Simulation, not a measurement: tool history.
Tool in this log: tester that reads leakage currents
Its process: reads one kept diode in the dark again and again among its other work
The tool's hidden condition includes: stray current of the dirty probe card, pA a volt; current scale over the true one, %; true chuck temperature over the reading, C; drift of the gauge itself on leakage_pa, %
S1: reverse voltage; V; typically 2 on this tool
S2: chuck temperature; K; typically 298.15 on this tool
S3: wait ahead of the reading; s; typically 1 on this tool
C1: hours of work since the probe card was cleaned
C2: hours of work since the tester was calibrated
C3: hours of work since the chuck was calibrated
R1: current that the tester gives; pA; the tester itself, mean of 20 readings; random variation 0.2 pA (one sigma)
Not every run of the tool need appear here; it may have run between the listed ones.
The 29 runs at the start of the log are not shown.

{"run": 30, "day": 69.433, "S1": 2.52, "S2": 320.15, "S3": 0.34, "C1": 1395, "C2": 1173, "C3": 1667, "R1": 366.29}
{"run": 31, "day": 72.196, "S1": 2, "S2": 321.15, "S3": 1, "C1": 1435, "C2": 1213, "C3": 1708, "R1": 341.79}
{"run": 32, "day": 73.962, "S1": 2, "S2": 321.15, "S3": 1, "C1": 1461, "C2": 1239, "C3": 1733, "R1": 341.94}
{"run": 33, "day": 76.829, "S1": 2, "S2": 321.15, "S3": 1, "C1": 1503, "C2": 1281, "C3": 1775, "R1": 342.85}
{"run": 34, "day": 79.462, "S1": 2, "S2": 321.15, "S3": 1, "C1": 1541, "C2": 1320, "C3": 1814, "R1": 344.72}
{"run": 35, "day": 81.625, "S1": 2, "S2": 321.15, "S3": 1, "C1": 1573, "C2": 1351, "C3": 1845, "R1": 342.56}
{"run": 36, "day": 83.433, "S1": 8.66, "S2": 311.15, "S3": 0.74, "C1": 1599, "C2": 1378, "C3": 1872, "R1": 397.67}
{"run": 37, "day": 86.904, "S1": 8.66, "S2": 311.15, "S3": 0.74, "C1": 1650, "C2": 1428, "C3": 1923, "R1": 397.46}

Consider 5 possible next runs. They are alternatives, not a sequence: every one starts from the tool as it was left by run 37. What does each give?
{"run": "A", "day": 88.858, "S1": 8.66, "S2": 306.15, "S3": 0.76, "C1": 1678, "C2": 1457, "C3": 1951, "R1": "?"}
{"run": "B", "day": 88.858, "S1": 3.06, "S2": 328.15, "S3": 2.28, "C1": 1678, "C2": 1457, "C3": 1951, "R1": "?"}
{"run": "C", "day": 88.858, "S1": 2, "S2": 298.15, "S3": 2.3, "C1": 1678, "C2": 1457, "C3": 1951, "R1": "?"}
{"run": "D", "day": 88.858, "S1": 2.28, "S2": 307.15, "S3": 0.74, "C1": 1678, "C2": 1457, "C3": 1951, "R1": "?"}
{"run": "E", "day": 88.858, "S1": 15.36, "S2": 298.15, "S3": 1, "C1": 1678, "C2": 1457, "C3": 1951, "R1": "?"}

run=A R1=277.09
run=B R1=696.05
run=C R1=63.75
run=D R1=137.74
run=E R1=210.84
With the hidden condition removed and each run's random variation left untouched, the same runs would have given:
run=A R1=276.82
run=B R1=695.61
run=C R1=63.68
run=D R1=137.62
run=E R1=210.54

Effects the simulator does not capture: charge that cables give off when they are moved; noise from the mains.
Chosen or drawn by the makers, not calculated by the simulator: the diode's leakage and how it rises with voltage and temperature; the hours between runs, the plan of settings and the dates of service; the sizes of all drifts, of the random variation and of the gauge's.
